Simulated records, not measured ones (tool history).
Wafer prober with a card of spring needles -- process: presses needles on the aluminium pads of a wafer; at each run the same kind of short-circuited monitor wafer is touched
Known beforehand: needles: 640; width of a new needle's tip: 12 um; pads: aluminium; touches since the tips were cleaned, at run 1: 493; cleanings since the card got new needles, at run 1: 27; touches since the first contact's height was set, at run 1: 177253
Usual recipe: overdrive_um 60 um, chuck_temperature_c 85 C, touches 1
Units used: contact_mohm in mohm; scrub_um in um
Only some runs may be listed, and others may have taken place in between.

run,hour,overdrive_um,chuck_temperature_c,touches,touches since the tips were cleaned,cleanings since the card got new needles,touches since the first contact's height was set,contact_mohm,scrub_um
1,0.0,60,85,1,493,27,177253,261,15.17
# hour 19.1: tips cleaned on abrasive film
2,34.8,60,85,1,4475,28,187110,297,15.15
# hour 40.3: tips cleaned on abrasive film
# hour 63.5: tips cleaned on abrasive film
3,74.1,60,95,1,3031,30,198206,289,15.11
# hour 85.9: tips cleaned on abrasive film
4,96.7,60,85,2,3089,31,204590,272,15.11
# hour 106.4: tips cleaned on abrasive film
5,114.5,60,85,2,2274,32,209586,270,15.07
# hour 127.1: tips cleaned on abrasive film
# hour 148.5: tips cleaned on abrasive film
6,152.6,60,85,2,1164,34,220355,257,15.01
# hour 169.5: tips cleaned on abrasive film
7,187.7,60,43,1,5167,35,230289,292,15.01
# hour 189.7: tips cleaned on abrasive film
# hour 209.8: tips cleaned on abrasive film
# hour 226.1: height of the first contact set anew
8,226.1,60,36,1,4528,37,0,287,15.50
# hour 232.3: tips cleaned on abrasive film
# hour 253.0: tips cleaned on abrasive film
9,257.8,60,36,1,1360,39,8937,263,15.44
# hour 273.4: tips cleaned on abrasive film
10,285.2,60,85,1,3346,40,16685,290,15.41
# hour 293.7: tips cleaned on abrasive film
# hour 313.9: tips cleaned on abrasive film
11,324.5,60,91,3,3011,42,27800,262,15.42
# hour 335.0: tips cleaned on abrasive film
12,347.5,49,86,2,3569,43,34295,285,12.54
# hour 355.4: tips cleaned on abrasive film
# hour 377.3: tips cleaned on abrasive film
13,377.3,49,86,2,0,45,42683,252,12.53
# hour 398.2: tips cleaned on abrasive film
14,414.9,44,36,1,4743,46,53331,322,11.21
# hour 419.9: tips cleaned on abrasive film
# hour 440.8: tips cleaned on abrasive film
15,446.3,74,60,2,1574,48,62188,251,19.00
# hour 462.4: tips cleaned on abrasive film
# hour 482.7: tips cleaned on abrasive film
16,482.7,53,67,1,0,50,72444,254,13.50
# hour 505.4: tips cleaned on abrasive film
17,514.4,53,27,2,2546,51,81407,261,13.50
# hour 525.7: tips cleaned on abrasive film
18,539.1,69,86,2,3824,52,88404,272,17.57
# hour 546.0: tips cleaned on abrasive film
19,562.3,69,86,2,4613,53,94950,275,17.65
# hour 568.1: tips cleaned on abrasive film
20,580.2,69,86,2,3424,54,100003,269,17.61

Here are 5 independent what-if runs from the current tool condition. What would each one return?
# hour 590.2: tips cleaned on abrasive film
# hour 610.3: tips cleaned on abrasive film
A,610.3,69,86,3,0,56,108480,?,?
# hour 590.2: tips cleaned on abrasive film
# hour 610.3: tips cleaned on abrasive film
B,610.3,72,86,2,0,56,108480,?,?
# hour 590.2: tips cleaned on abrasive film
# hour 610.3: tips cleaned on abrasive film
C,610.3,59,85,1,0,56,108480,?,?
# hour 590.2: tips cleaned on abrasive film
# hour 610.3: tips cleaned on abrasive film
D,610.3,53,85,1,0,56,108480,?,?
# hour 590.2: tips cleaned on abrasive film
# hour 610.3: tips cleaned on abrasive film
E,610.3,60,50,2,0,56,108480,?,?

run,contact_mohm,scrub_um
A,247,17.56
B,246,18.35
C,251,14.99
D,260,13.45
E,240,15.21
Stripped of hidden state, with their random variation kept, the same runs would have yielded:
run,contact_mohm,scrub_um
A,245,17.81
B,243,18.60
C,245,15.24
D,251,13.70
E,236,15.46
